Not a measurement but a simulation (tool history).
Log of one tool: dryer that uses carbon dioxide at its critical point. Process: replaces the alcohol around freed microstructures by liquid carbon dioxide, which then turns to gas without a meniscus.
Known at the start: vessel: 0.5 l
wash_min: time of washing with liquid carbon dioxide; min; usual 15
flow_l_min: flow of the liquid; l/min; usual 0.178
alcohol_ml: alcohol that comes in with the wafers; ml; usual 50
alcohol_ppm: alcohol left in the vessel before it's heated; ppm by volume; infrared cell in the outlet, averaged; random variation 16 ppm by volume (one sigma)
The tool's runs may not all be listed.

run   hour  wash_min  flow_l_min  alcohol_ml  alcohol_ppm
  1    0.0        15       0.178          50         1236
  2   10.4        15       0.178          22          516
  3   20.2        15       0.178          22          526
  4   27.4        15       0.178          22          562
  5   32.0        15       0.254          22           92
  6   39.0        15       0.254          22          100
  7   46.1        15       0.254          22          105
  8   56.5        15       0.254          22          104
  9   62.5        15       0.129          50         3824
 10   71.8        15       0.129          50         3967
 11   81.4        15       0.178          78         2020
 12   90.1        15       0.178          78         1954
 13  100.8        15       0.178          78         2028
 14  109.2        15       0.178          78         1957
 15  116.1        15       0.178          78         2045
 16  122.0        15       0.178          52         1366
 17  131.6        15       0.178          52         1403
 18  137.9        15       0.178          52         1406
 19  148.0        15       0.178          50         1313
 20  159.4        15       0.178          50         1388
 21  168.9        15       0.178          50         1377
 22  177.7        15       0.178          50         1358
 23  185.7        15       0.178          50         1362
 24  193.8        15       0.178          50         1392
 25  202.9        15       0.178          50         1385
 26  208.5        10       0.178         118        13891
 27  215.5        10       0.178         118        13385
 28  222.4        10       0.178         118        13931
 29  233.7        10       0.178         118        13684
 30  240.9        15       0.247          50          333

The next listed run, before its measurement:
 31  250.4        10       0.231          58            ?

alcohol_ppm: 3044 ppm by volume
Without the tool's hidden state the same run would have given alcohol_ppm 2258 ppm by volume.
